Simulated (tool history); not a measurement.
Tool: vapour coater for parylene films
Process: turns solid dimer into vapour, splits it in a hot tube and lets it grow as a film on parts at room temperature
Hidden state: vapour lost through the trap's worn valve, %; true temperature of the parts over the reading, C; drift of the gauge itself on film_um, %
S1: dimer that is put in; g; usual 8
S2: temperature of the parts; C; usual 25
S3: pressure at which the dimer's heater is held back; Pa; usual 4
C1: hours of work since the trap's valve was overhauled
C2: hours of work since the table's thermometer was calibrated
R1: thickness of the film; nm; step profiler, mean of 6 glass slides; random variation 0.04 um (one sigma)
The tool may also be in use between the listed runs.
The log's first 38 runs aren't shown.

Run 39, hour 2120.6: usual settings but S1 3 g, S2 23 C, S3 11.54 Pa; C1 386; C2 1734. Result: R1 1510 nm.
Run 40, hour 2190.6: usual settings but S1 3 g, S2 23 C, S3 11.54 Pa; C1 440; C2 1787. Result: R1 1520 nm.
Run 41, hour 2224.4: usual settings but S2 21 C, S3 3.43 Pa; C1 466; C2 1813. Result: R1 4450 nm.
Run 42, hour 2273.1: usual settings but S2 21 C, S3 3.43 Pa; C1 503; C2 1850. Result: R1 4530 nm.
Run 43, hour 2333.5: usual settings but S2 21 C, S3 3.43 Pa; C1 549; C2 1897. Result: R1 4300 nm.
Run 44, hour 2379.5: usual settings but S2 24 C, S3 3.44 Pa; C1 585; C2 1932. Result: R1 4120 nm.
At hour 2408.3: table's thermometer calibrated.
At hour 2424.3: trap's valve overhauled.
Run 45, hour 2445.1: usual settings but S1 4 g, S2 33 C; C1 16; C2 25. Result: R1 1900 nm.
Run 46, hour 2498.9: usual settings but S1 4 g, S2 33 C; C1 57; C2 66. Result: R1 1860 nm.

Forecast each of these 3 alternatives for the next run:
Run A, hour 2570.3: usual settings but S1 5 g, S2 19 C, S3 2.9 Pa; C1 112; C2 121. Result: R1 ?.
Run B, hour 2570.3: usual settings but S1 5 g, S2 23 C, S3 4.04 Pa; C1 112; C2 121. Result: R1 ?.
Run C, hour 2570.3: usual settings but S2 33 C; C1 112; C2 121. Result: R1 ?.

run    R1
  A  3050
  B  2780
  C  3670
Without the tool's hidden state the same runs would have given:
run    R1
  A  3120
  B  2840
  C  3750
